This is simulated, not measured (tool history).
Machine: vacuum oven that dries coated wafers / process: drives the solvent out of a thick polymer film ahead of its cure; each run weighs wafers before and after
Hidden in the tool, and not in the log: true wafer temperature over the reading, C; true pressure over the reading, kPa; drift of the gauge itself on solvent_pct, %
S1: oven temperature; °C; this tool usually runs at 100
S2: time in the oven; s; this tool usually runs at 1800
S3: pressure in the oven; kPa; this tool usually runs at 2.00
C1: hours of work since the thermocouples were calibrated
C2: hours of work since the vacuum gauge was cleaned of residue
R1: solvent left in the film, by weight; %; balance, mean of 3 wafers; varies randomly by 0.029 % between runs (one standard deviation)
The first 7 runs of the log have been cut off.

run,day,S1,S2,S3,C1,C2,R1
8,5.688,100,1800,2.00,1369,895,2.74
9,6.975,100,1800,2.00,1388,914,2.72
10,7.758,100,1800,2.00,1400,926,2.69
11,8.958,100,1800,2.00,1418,944,2.71
12,9.729,100,1800,2.00,1430,956,2.74
13,10.554,100,1620,2.00,1443,969,3.09
14,11.246,100,1620,2.00,1453,979,3.04
15,12.221,100,1620,2.00,1468,994,3.01
16,13.512,100,1620,2.00,1487,1013,3.07
17,14.746,91,1800,2.00,1506,1032,4.36
18,15.946,100,1800,7.20,1524,1050,4.19
19,16.550,100,1800,7.20,1534,1060,4.22
20,17.846,88,1800,7.20,1553,1079,6.82
21,19.096,100,1800,7.89,1572,1098,4.42
# day 19.229: vacuum gauge cleaned of residue and calibrated
22,20.029,89,1080,6.56,1586,12,7.83
23,20.912,89,1080,6.56,1599,26,7.83
24,21.942,89,1080,6.56,1615,41,7.88
25,22.638,89,1080,6.56,1625,52,7.92
26,23.433,92,1140,1.13,1637,64,5.55
27,24.033,92,1140,1.13,1646,73,5.62
28,24.762,94,2160,4.62,1657,84,4.17

Predict the results of run 29:
29,25.792,103,3120,1.64,1673,100,?

Run 29 gave R1 1.09 %.
If the tool had no hidden condition, the same run with the same run-to-run variation would have returned R1 1.00 %.

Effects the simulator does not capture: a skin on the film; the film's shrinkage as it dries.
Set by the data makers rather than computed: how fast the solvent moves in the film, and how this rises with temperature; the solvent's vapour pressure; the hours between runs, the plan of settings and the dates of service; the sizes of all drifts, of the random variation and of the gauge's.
